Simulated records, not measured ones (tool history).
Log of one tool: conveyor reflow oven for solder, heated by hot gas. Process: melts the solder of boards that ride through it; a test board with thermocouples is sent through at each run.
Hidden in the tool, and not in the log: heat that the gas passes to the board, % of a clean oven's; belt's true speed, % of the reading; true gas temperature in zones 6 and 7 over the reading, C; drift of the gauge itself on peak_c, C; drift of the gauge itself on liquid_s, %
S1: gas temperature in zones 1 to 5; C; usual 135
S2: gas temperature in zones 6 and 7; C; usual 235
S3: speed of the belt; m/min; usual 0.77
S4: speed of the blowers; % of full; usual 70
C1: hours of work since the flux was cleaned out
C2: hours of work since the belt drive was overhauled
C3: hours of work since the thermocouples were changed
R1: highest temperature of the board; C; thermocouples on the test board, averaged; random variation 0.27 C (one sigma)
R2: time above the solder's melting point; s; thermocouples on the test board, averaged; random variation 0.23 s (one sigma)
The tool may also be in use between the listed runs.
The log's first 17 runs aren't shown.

run    day   S1   S2     S3  S4   C1   C2   C3     R1    R2
 18  4.625  139  228   0.77  77  184  561  164  209.8    42
 19  4.846  135  235  0.854  70  188  565  169  208.5  34.4
 20  5.162  125  235   0.77  70  194  571  175  210.6  37.5
 21  5.392  125  235   0.77  70  199  575  179  210.6  38.1
 22  5.771  125  235   0.77  72  206  582  186  210.7  38.4
 23  5.954  135  229  0.878  69  209  586  189  202.6  28.1
 24  6.188  136  238  0.889  69  214  590  194  209.2  33.8
 25    6.4  133  239   0.73  70  218  594  198  217.4    48
 26  6.717  133  239   0.73  70  224  600  204  217.4  47.6
 27  6.904  122  223   0.73  64  227  604  207  200.3  28.6
 28  7.129  127  240  0.826  52  232  608  212  203.8  29.2
 29  7.375  127  240  0.826  52  236  613  216  203.8  28.6
 30  7.554  127  239  0.856  52  240  616  220  201.8  25.3

Forecast each of these 5 alternatives for the next run:
  A  7.708  128  239  0.856  52  243  619  223   ?   ?
  B  7.708  146  235  0.721  57  243  619  223   ?   ?
  C  7.708  137  235   0.77  70  243  619  223   ?   ?
  D  7.708  135  235  0.885  70  243  619  223   ?   ?
  E  7.708  144  239  0.856  52  243  619  223   ?   ?

run     R1    R2
  A  201.7  25.7
  B  213.8  48.9
  C  213.1  43.3
  D  206.2  31.5
  E    207  34.5
Without the tool's hidden state the same runs would have given:
run     R1    R2
  A  202.9  26.7
  B  214.6  49.1
  C  214.4  43.9
  D  207.8  32.5
  E  208.1  35.2
